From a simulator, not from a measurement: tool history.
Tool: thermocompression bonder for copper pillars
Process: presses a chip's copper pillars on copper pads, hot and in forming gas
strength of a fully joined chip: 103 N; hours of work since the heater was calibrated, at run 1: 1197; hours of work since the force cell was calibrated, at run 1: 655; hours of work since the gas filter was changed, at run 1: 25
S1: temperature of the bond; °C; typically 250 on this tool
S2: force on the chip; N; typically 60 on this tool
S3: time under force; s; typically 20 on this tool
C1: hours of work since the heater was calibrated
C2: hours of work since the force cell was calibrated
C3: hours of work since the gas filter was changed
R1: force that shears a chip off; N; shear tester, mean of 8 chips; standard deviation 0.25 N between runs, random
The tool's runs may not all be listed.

run 1 hour=0 | S1=250 S2=60 S3=20 | C1=1197 C2=655 C3=25 | R1=35.1
run 2 hour=17.1 | S1=250 S2=60 S3=20 | C1=1210 C2=668 C3=37 | R1=35.2
run 3 hour=30.7 | S1=250 S2=60 S3=20 | C1=1220 C2=678 C3=47 | R1=34.7
run 4 hour=53.6 | S1=250 S2=60 S3=20 | C1=1237 C2=694 C3=64 | R1=35.1
run 5 hour=71.5 | S1=250 S2=60 S3=20 | C1=1250 C2=707 C3=77 | R1=34.6
run 6 hour=89.2 | S1=250 S2=60 S3=20 | C1=1263 C2=720 C3=90 | R1=34.1
-- hour=92.8 heater calibrated with a thermocouple chip
run 7 hour=107.5 | S1=250 S2=60 S3=20 | C1=11 C2=732 C3=102 | R1=31.3
run 8 hour=120.4 | S1=250 S2=60 S3=20 | C1=20 C2=742 C3=112 | R1=31.2
run 9 hour=136.3 | S1=250 S2=74 S3=20 | C1=32 C2=754 C3=123 | R1=35.6
run 10 hour=153.9 | S1=250 S2=60 S3=20 | C1=45 C2=767 C3=136 | R1=31.1
run 11 hour=171.4 | S1=250 S2=60 S3=20 | C1=58 C2=779 C3=149 | R1=30.7
run 12 hour=193.5 | S1=250 S2=60 S3=31 | C1=74 C2=796 C3=165 | R1=36.4
-- hour=204.4 forming gas filter changed
run 13 hour=209.1 | S1=250 S2=50 S3=18 | C1=85 C2=807 C3=3 | R1=27.4
run 14 hour=224.2 | S1=250 S2=73 S3=16 | C1=96 C2=818 C3=14 | R1=33.5
-- hour=227.5 heater calibrated with a thermocouple chip, once more
run 15 hour=243.4 | S1=250 S2=43 S3=59 | C1=12 C2=830 C3=27 | R1=48.4
run 16 hour=255.7 | S1=223 S2=38 S3=59 | C1=21 C2=839 C3=36 | R1=29.3
run 17 hour=281.5 | S1=223 S2=38 S3=59 | C1=40 C2=858 C3=55 | R1=28.8
run 18 hour=306.1 | S1=243 S2=45 S3=24 | C1=58 C2=876 C3=73 | R1=31.1
run 19 hour=328.1 | S1=220 S2=43 S3=20 | C1=74 C2=892 C3=89 | R1=18.6
run 20 hour=340.8 | S1=220 S2=82 S3=53 | C1=83 C2=902 C3=99 | R1=43
run 21 hour=365.8 | S1=220 S2=58 S3=12 | C1=102 C2=920 C3=117 | R1=18
run 22 hour=380.2 | S1=220 S2=58 S3=12 | C1=112 C2=931 C3=128 | R1=18.3
run 23 hour=401.3 | S1=220 S2=58 S3=12 | C1=128 C2=946 C3=143 | R1=17.9

Below are 3 alternative next runs, each starting from the tool's condition after run 23. Predict each:
run A hour=412.9 | S1=236 S2=60 S3=20 | C1=136 C2=955 C3=152 | R1=?
run B hour=412.9 | S1=225 S2=40 S3=12 | C1=136 C2=955 C3=152 | R1=?
run C hour=412.9 | S1=250 S2=37 S3=20 | C1=136 C2=955 C3=152 | R1=?

run=A R1=30.2
run=B R1=15.2
run=C R1=27.2
Had the tool no hidden state, the same runs would have come out as:
run=A R1=31.7
run=B R1=16
run=C R1=28.6
